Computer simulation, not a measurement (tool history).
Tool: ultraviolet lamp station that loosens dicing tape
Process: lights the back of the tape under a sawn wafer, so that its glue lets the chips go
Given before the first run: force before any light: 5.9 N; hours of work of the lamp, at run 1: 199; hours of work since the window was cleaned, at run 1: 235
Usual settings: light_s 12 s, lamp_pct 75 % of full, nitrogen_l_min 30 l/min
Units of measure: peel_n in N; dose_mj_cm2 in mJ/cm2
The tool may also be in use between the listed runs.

run,hour,light_s,lamp_pct,nitrogen_l_min,hours of work of the lamp,hours of work since the window was cleaned,peel_n,dose_mj_cm2
1,0,12,75,30,199,235,0.595,350
2,44.7,12,75,30,219,256,0.595,346
3,106.4,13,75,30,248,285,0.491,376
4,132.4,12,75,26,260,297,0.663,345
5,176.6,12,80,30,280,317,0.51,374
6,236.8,12,75,30,308,345,0.589,346
7,275.9,12,75,30,326,363,0.586,348
8,339.1,12,75,30,356,392,0.597,345
9,382.5,12,75,30,376,412,0.587,349
10,423.1,12,75,23,394,431,0.722,346
11,451.2,12,75,23,407,444,0.69,348
12,486.4,12,75,23,424,460,0.734,350
13,522,12,75,30,440,477,0.598,346
14,551,12,75,30,454,490,0.607,351
15,595.2,12,75,22,474,511,0.757,351
16,654.4,12,75,30,501,538,0.577,349
17,682.4,12,92,30,514,551,0.373,430
18,739.5,12,92,30,541,577,0.36,428
19,770.1,12,92,30,555,592,0.384,422
20,826.3,12,92,30,581,618,0.371,426
# hour 847.4: window cleaned of glue's vapour
21,861,12,92,30,597,6,0.377,429
22,913.5,12,92,30,621,31,0.369,423
23,963.8,7,92,30,644,54,1.04,248
24,1017.7,24,75,12,669,79,0.305,694
25,1080.4,24,63,12,698,108,0.45,582
26,1114.5,19,82,11,714,124,0.459,604
27,1176.7,19,64,11,743,152,0.73,470
28,1218.9,14,61,29,762,172,0.657,328
29,1276.4,6,74,53,789,198,1.366,172
30,1319.3,10,76,58,809,218,0.491,291
31,1355.5,10,76,31,825,235,0.752,292
32,1401.9,10,77,30,847,256,0.802,297
33,1450.5,16,75,25,869,279,0.379,463
34,1488.1,19,64,15,887,296,0.573,466
35,1527.8,19,85,15,905,315,0.318,623
36,1580.3,11,92,30,929,339,0.446,392
37,1613.4,20,90,24,945,354,0.165,691
38,1673,20,90,24,972,382,0.186,687
39,1732.9,7,85,22,1000,409,1.444,230
40,1774.8,7,85,22,1019,429,1.48,228
41,1832.7,7,85,22,1046,456,1.43,229
42,1887,20,63,9,1071,481,0.808,486
43,1912.8,20,63,9,1083,493,0.804,494

Pick out some run-to-run changes in dose_mj_cm2. Of each, how much would a tool without hidden state show as well, from the settings, what came in and chance, and how much is left for the hidden state and any gauge scatter not in both results compared?
Hidden conditions of the tool in this case: lamp's light, % of a new lamp's; light that the window lets through, % of a clean one's; drift of the gauge itself on peel_n, %; drift of the gauge itself on dose_mj_cm2, %.
Run 23 -> 24: light_s 7 -> 24, lamp_pct 92 -> 75, nitrogen_l_min 30 -> 12. dose_mj_cm2 +446 mJ/cm2: hidden state -1, all else +447.
Run 35 -> 36: light_s 19 -> 11, lamp_pct 85 -> 92, nitrogen_l_min 15 -> 30. dose_mj_cm2 -231 mJ/cm2: hidden state +2, all else -233.
Run 36 -> 37: light_s 11 -> 20, lamp_pct 92 -> 90, nitrogen_l_min 30 -> 24. dose_mj_cm2 +299 mJ/cm2: hidden state -2, all else +301.
Run 38 -> 39: light_s 20 -> 7, lamp_pct 90 -> 85, nitrogen_l_min 24 -> 22. dose_mj_cm2 -457 mJ/cm2: hidden state +2, all else -459.
